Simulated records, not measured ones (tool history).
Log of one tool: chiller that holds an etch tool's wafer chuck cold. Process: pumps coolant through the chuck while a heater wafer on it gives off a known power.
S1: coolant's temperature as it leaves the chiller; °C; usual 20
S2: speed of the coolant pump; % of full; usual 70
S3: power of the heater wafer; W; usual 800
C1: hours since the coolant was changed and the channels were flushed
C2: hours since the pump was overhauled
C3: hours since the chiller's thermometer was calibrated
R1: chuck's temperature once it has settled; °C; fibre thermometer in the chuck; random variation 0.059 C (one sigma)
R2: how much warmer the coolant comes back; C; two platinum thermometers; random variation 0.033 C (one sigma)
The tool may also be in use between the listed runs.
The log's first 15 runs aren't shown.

| run | hour | S1 | S2 | S3 | C1 | C2 | C3 | R1 | R2 |
|---|---|---|---|---|---|---|---|---|---|
| 16 | 898.4 | 20 | 70 | 800 | 6744 | 190 | 3646 | 27.35 | 4.45 |
|  | 910.5 | coolant pump overhauled, once more |
| 17 | 966.6 | 20 | 70 | 800 | 6807 | 56 | 3709 | 27.14 | 4.19 |
| 18 | 1005.6 | 20 | 70 | 800 | 6847 | 95 | 3748 | 27.16 | 4.17 |
| 19 | 1076.3 | 20 | 70 | 800 | 6917 | 166 | 3819 | 27.10 | 4.14 |
| 20 | 1156.1 | 28 | 70 | 894 | 6997 | 246 | 3898 | 36.01 | 4.65 |
| 21 | 1241.5 | 28 | 70 | 894 | 7082 | 331 | 3984 | 35.85 | 4.63 |
| 22 | 1306.5 | 28 | 70 | 894 | 7147 | 396 | 4049 | 36.02 | 4.66 |
| 23 | 1376.1 | 20 | 73 | 800 | 7217 | 466 | 4118 | 26.91 | 4.03 |
| 24 | 1434.8 | 10 | 75 | 800 | 7276 | 524 | 4177 | 16.81 | 3.90 |
|  | 1463.3 | chiller's thermometer calibrated |
| 25 | 1512.4 | 25 | 91 | 554 | 7352 | 601 | 49 | 28.93 | 2.23 |
| 26 | 1598.3 | 16 | 70 | 877 | 7438 | 687 | 135 | 23.66 | 4.62 |
| 27 | 1651.2 | 13 | 70 | 1038 | 7491 | 740 | 188 | 22.01 | 5.54 |

Run 28 comes next. What will it give?
| 28 | 1733.0 | 20 | 97 | 800 | 7573 | 822 | 270 | ? | ? |

R1: 25.48 °C
R2: 2.93 C
Without the tool's hidden state the same run would have given R1 25.04 °C, R2 2.90 C.
